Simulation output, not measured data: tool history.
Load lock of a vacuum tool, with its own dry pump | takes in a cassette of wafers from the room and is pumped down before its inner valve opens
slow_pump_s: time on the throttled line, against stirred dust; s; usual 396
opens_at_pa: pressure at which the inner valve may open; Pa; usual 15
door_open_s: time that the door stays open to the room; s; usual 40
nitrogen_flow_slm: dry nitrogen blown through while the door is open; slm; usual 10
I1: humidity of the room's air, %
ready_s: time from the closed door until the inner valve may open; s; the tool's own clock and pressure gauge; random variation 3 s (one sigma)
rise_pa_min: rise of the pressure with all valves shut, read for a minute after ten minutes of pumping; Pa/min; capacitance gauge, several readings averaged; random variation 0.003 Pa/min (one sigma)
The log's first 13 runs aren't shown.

{"run": 14, "hour": 3582.8, "slow_pump_s": 396, "opens_at_pa": 15, "door_open_s": 40, "nitrogen_flow_slm": 6, "I1": 45.4, "ready_s": 525.8, "rise_pa_min": 0.265}
{"run": 15, "hour": 3773.9, "slow_pump_s": 396, "opens_at_pa": 15, "door_open_s": 40, "nitrogen_flow_slm": 6, "I1": 47.8, "ready_s": 525.2, "rise_pa_min": 0.28}
{"run": 16, "hour": 3984.9, "slow_pump_s": 396, "opens_at_pa": 15, "door_open_s": 40, "nitrogen_flow_slm": 10, "I1": 43.7, "ready_s": 518.7, "rise_pa_min": 0.288}
{"run": 17, "hour": 4304.4, "slow_pump_s": 396, "opens_at_pa": 24, "door_open_s": 40, "nitrogen_flow_slm": 10, "I1": 46.1, "ready_s": 512.8, "rise_pa_min": 0.304}
{"run": 18, "hour": 4621.7, "slow_pump_s": 396, "opens_at_pa": 11, "door_open_s": 40, "nitrogen_flow_slm": 10, "I1": 47.3, "ready_s": 532.9, "rise_pa_min": 0.317}
{"run": 19, "hour": 4839.8, "slow_pump_s": 396, "opens_at_pa": 11, "door_open_s": 46, "nitrogen_flow_slm": 5, "I1": 43.7, "ready_s": 528.5, "rise_pa_min": 0.34}
{"run": 20, "hour": 5017.8, "slow_pump_s": 218, "opens_at_pa": 15, "door_open_s": 28, "nitrogen_flow_slm": 10, "I1": 48, "ready_s": 362.6, "rise_pa_min": 0.338}
{"run": 21, "hour": 5402.1, "slow_pump_s": 229, "opens_at_pa": 11, "door_open_s": 33, "nitrogen_flow_slm": 10, "I1": 44.5, "ready_s": 381.4, "rise_pa_min": 0.372}
{"run": 22, "hour": 5795.1, "slow_pump_s": 229, "opens_at_pa": 11, "door_open_s": 33, "nitrogen_flow_slm": 10, "I1": 47.5, "ready_s": 382.1, "rise_pa_min": 0.399}
{"run": 23, "hour": 5966.1, "slow_pump_s": 229, "opens_at_pa": 11, "door_open_s": 33, "nitrogen_flow_slm": 10, "I1": 45.7, "ready_s": 378.9, "rise_pa_min": 0.412}
{"run": 24, "hour": 6138.9, "slow_pump_s": 295, "opens_at_pa": 12, "door_open_s": 136, "nitrogen_flow_slm": 6, "I1": 48.1, "ready_s": 444.3, "rise_pa_min": 0.464}
{"run": 25, "hour": 6485.3, "slow_pump_s": 295, "opens_at_pa": 12, "door_open_s": 136, "nitrogen_flow_slm": 6, "I1": 45.4, "ready_s": 444.1, "rise_pa_min": 0.486}
{"run": 26, "hour": 6854.5, "slow_pump_s": 324, "opens_at_pa": 16, "door_open_s": 136, "nitrogen_flow_slm": 6, "I1": 44.8, "ready_s": 465.7, "rise_pa_min": 0.504}
{"run": 27, "hour": 7088.5, "slow_pump_s": 324, "opens_at_pa": 16, "door_open_s": 136, "nitrogen_flow_slm": 6, "I1": 46.6, "ready_s": 466.3, "rise_pa_min": 0.528}
{"run": 28, "hour": 7394.7, "slow_pump_s": 474, "opens_at_pa": 21, "door_open_s": 40, "nitrogen_flow_slm": 36, "I1": 41.9, "ready_s": 592.9, "rise_pa_min": 0.508}
{"run": 29, "hour": 7703.2, "slow_pump_s": 474, "opens_at_pa": 16, "door_open_s": 40, "nitrogen_flow_slm": 21, "I1": 42.9, "ready_s": 593.5, "rise_pa_min": 0.542}
{"run": 30, "hour": 8051.1, "slow_pump_s": 749, "opens_at_pa": 14, "door_open_s": 100, "nitrogen_flow_slm": 23, "I1": 40.7, "ready_s": 845.3, "rise_pa_min": 0.572}
{"run": 31, "hour": 8428.0, "slow_pump_s": 228, "opens_at_pa": 14, "door_open_s": 100, "nitrogen_flow_slm": 4, "I1": 45.2, "ready_s": 379.7, "rise_pa_min": 0.628}

Forecast run 32:
{"run": 32, "hour": 8709.3, "slow_pump_s": 396, "opens_at_pa": 15, "door_open_s": 84, "nitrogen_flow_slm": 39, "I1": 43, "ready_s": "?", "rise_pa_min": "?"}

ready_s: 527.1 s
rise_pa_min: 0.627 Pa/min
Without the tool's hidden state the same run would have given ready_s 492.3 s, rise_pa_min 0.014 Pa/min.
